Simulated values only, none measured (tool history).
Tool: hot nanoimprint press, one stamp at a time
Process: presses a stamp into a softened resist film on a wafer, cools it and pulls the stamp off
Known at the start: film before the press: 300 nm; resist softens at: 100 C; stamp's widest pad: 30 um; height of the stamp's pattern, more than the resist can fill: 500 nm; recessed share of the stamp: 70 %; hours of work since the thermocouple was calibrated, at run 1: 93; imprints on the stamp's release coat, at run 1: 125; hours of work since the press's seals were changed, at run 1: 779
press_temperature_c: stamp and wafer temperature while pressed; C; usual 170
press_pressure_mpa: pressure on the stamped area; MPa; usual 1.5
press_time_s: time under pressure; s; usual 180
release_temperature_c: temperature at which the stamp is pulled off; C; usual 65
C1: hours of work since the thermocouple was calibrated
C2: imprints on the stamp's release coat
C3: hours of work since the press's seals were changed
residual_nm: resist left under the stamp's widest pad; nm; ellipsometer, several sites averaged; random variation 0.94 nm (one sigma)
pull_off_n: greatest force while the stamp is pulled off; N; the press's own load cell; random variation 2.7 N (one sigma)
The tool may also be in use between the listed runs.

Run 1, hour 0: usual settings; C1 93; C2 125; C3 779. Result: residual_nm 129.9 nm, pull_off_n 153 N.
Run 2, hour 62: usual settings; C1 134; C2 291; C3 820. Result: residual_nm 129.7 nm, pull_off_n 155 N.
Run 3, hour 114.3: usual settings but press_pressure_mpa 2.35 MPa; C1 170; C2 431; C3 855. Result: residual_nm 103.8 nm, pull_off_n 150 N.
Run 4, hour 176.6: usual settings but press_pressure_mpa 2.35 MPa; C1 211; C2 598; C3 897. Result: residual_nm 103 nm, pull_off_n 155 N.
Run 5, hour 225.2: usual settings but press_pressure_mpa 2.35 MPa; C1 244; C2 728; C3 930. Result: residual_nm 102.8 nm, pull_off_n 154 N.
Run 6, hour 296.4: usual settings but press_pressure_mpa 2.35 MPa; C1 292; C2 918; C3 978. Result: residual_nm 102 nm, pull_off_n 168 N.
Run 7, hour 340.5: usual settings but press_pressure_mpa 2.35 MPa, press_time_s 154 s; C1 321; C2 1036; C3 1007. Result: residual_nm 107.7 nm, pull_off_n 165 N.
Run 8, hour 374: usual settings but release_temperature_c 58 C; C1 344; C2 1126; C3 1030. Result: residual_nm 125.7 nm, pull_off_n 173 N.
At hour 380.1: plate thermocouple calibrated.
Run 9, hour 450.6: usual settings but release_temperature_c 58 C; C1 47; C2 1323; C3 1079. Result: residual_nm 118.3 nm, pull_off_n 172 N.
Run 10, hour 515.4: usual settings but release_temperature_c 57 C; C1 91; C2 1496; C3 1123. Result: residual_nm 116.4 nm, pull_off_n 174 N.
At hour 546.7: plate thermocouple calibrated, once more.
At hour 559.9: press's hydraulic seals changed and the load cell set to zero.
Run 11, hour 583.5: usual settings but press_temperature_c 168 C, press_pressure_mpa 2.39 MPa; C1 19; C2 1649; C3 16. Result: residual_nm 118.1 nm, pull_off_n 175 N.
Run 12, hour 648.2: usual settings but press_temperature_c 180 C, press_pressure_mpa 2.39 MPa, press_time_s 303 s; C1 63; C2 1823; C3 59. Result: residual_nm 53.3 nm, pull_off_n 180 N.
At hour 667.2: stamp cleaned and given a new release coat.
Run 13, hour 690.5: usual settings but press_temperature_c 180 C, press_pressure_mpa 2.39 MPa, press_time_s 303 s; C1 87; C2 63; C3 84. Result: residual_nm 54.3 nm, pull_off_n 150 N.
Run 14, hour 722.9: usual settings but press_time_s 291 s; C1 109; C2 149; C3 105. Result: residual_nm 108.2 nm, pull_off_n 151 N.
Run 15, hour 798.1: usual settings but press_time_s 291 s; C1 159; C2 351; C3 156. Result: residual_nm 106.1 nm, pull_off_n 157 N.
Run 16, hour 832.9: usual settings but press_pressure_mpa 1.86 MPa, press_time_s 291 s, release_temperature_c 55 C; C1 183; C2 444; C3 179. Result: residual_nm 94.9 nm, pull_off_n 165 N.
Run 17, hour 867.3: usual settings but press_temperature_c 168 C, press_pressure_mpa 2.21 MPa, press_time_s 96 s, release_temperature_c 68 C; C1 206; C2 536; C3 202. Result: residual_nm 146.4 nm, pull_off_n 152 N.
Run 18, hour 936.1: usual settings but press_temperature_c 169 C, press_pressure_mpa 1.41 MPa, press_time_s 110 s, release_temperature_c 60 C; C1 252; C2 720; C3 249. Result: residual_nm 162 nm, pull_off_n 161 N.
Run 19, hour 997.3: usual settings but press_pressure_mpa 1.55 MPa, press_time_s 340 s; C1 293; C2 884; C3 290. Result: residual_nm 95.3 nm, pull_off_n 164 N.

Forecast each of these 5 alternatives for the next run:
Run A, hour 1028.3: usual settings but press_temperature_c 178 C, press_pressure_mpa 1.32 MPa, release_temperature_c 54 C; C1 314; C2 967; C3 311. Result: residual_nm ?, pull_off_n ?.
Run B, hour 1028.3: usual settings but press_pressure_mpa 1.55 MPa, press_time_s 340 s, release_temperature_c 71 C; C1 314; C2 967; C3 311. Result: residual_nm ?, pull_off_n ?.
Run C, hour 1028.3: usual settings but press_temperature_c 179 C, press_pressure_mpa 1.11 MPa, press_time_s 162 s; C1 314; C2 967; C3 311. Result: residual_nm ?, pull_off_n ?.
Run D, hour 1028.3: usual settings but press_time_s 213 s; C1 314; C2 967; C3 311. Result: residual_nm ?, pull_off_n ?.
Run E, hour 1028.3: usual settings but press_pressure_mpa 1.55 MPa, press_time_s 340 s; C1 314; C2 967; C3 311. Result: residual_nm ?, pull_off_n ?.

run  residual_nm  pull_off_n
  A         94.6         177
  B         96.3         160
  C        106.1         163
  D        117.1         167
  E         96.3         164
Without the tool's hidden state the same runs would have given:
run  residual_nm  pull_off_n
  A        100.4         160
  B        102.9         145
  C        112.4         148
  D        124.8         151
  E        102.8         149

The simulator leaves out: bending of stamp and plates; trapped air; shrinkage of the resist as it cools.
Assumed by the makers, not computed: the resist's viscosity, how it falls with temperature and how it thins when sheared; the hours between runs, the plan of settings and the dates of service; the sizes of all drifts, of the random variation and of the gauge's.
